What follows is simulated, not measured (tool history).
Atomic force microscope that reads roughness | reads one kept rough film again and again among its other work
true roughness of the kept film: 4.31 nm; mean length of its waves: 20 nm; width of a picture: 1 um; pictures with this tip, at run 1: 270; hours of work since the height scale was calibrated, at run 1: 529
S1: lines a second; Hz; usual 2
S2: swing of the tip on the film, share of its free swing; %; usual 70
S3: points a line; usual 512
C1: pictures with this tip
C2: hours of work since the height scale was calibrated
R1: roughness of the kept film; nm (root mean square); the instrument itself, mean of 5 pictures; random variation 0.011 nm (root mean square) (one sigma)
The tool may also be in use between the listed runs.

run	hour	S1	S2	S3	C1	C2	R1
1	0	2	70	512	270	529	1.491
2	16.4	2	70	553	293	538	1.435
# hour 39.4: new tip fitted
3	39.4	2	70	454	0	551	2.568
4	51.8	2	81	454	18	558	2.273
5	72.2	2	81	454	46	569	2.12
6	96	2	81	454	78	583	1.957
7	109.1	2	81	454	96	590	1.873
8	126.2	2	81	454	120	599	1.772
9	142.5	2	81	454	142	608	1.682
10	155.1	2	64	454	160	616	1.841
11	172.1	2	70	512	183	625	1.676
12	189.4	2	67	512	207	635	1.633
# hour 192: height scale calibrated on a step standard
13	205.7	2	67	512	228	8	1.572
14	225.4	2	67	512	255	19	1.51
15	235.9	2	70	512	270	25	1.441
16	250.5	2	70	512	290	33	1.393
# hour 261.2: height scale calibrated on a step standard, once more
17	261.4	2	70	512	303	0	1.358
18	274	2	70	512	321	7	1.328
# hour 276.5: new tip fitted
19	292.3	2	70	512	22	17	2.399
20	307.7	2	70	512	43	26	2.285
21	327.7	2	77	887	71	37	2.016
22	347.1	2	77	887	98	48	1.887
23	369.9	2.28	59	512	129	60	1.923
24	382	2.28	59	512	146	67	1.857
25	393.9	0.52	68	422	162	74	1.876
26	417.3	0.52	68	422	194	87	1.768
27	427.9	0.52	68	422	209	93	1.719
28	439.8	0.76	69	512	225	100	1.656
29	463	1.3	57	273	257	112	1.536
30	486.1	3.49	88	794	289	125	1.014
31	506.6	3.49	88	794	317	137	0.981
# hour 510.2: new tip fitted
32	520.4	2.36	70	548	14	144	2.49
33	538.2	2.36	81	548	38	154	2.111
34	549.4	1	57	414	54	161	2.457
35	563.9	0.5	57	390	74	169	2.357
36	587.8	2.48	64	787	106	182	2.023
37	610.8	2.48	64	457	138	195	1.849
38	634.4	1.23	70	462	171	208	1.775
39	647.1	1.23	70	462	188	215	1.705
40	661	1.75	60	481	207	223	1.686

5 ways to go on from here, each from the tool as it stands after run 40. What would each give?
A	678	1.75	60	697	231	232	?
B	678	0.58	60	481	231	232	?
C	678	1.5	67	481	231	232	?
D	678	2	66	481	231	232	?
E	678	0.66	82	457	231	232	?

run	R1
A	1.616
B	1.663
C	1.575
D	1.556
E	1.571
Without the tool's hidden state the same runs would have given:
run	R1
A	2.837
B	2.923
C	2.768
D	2.732
E	2.763

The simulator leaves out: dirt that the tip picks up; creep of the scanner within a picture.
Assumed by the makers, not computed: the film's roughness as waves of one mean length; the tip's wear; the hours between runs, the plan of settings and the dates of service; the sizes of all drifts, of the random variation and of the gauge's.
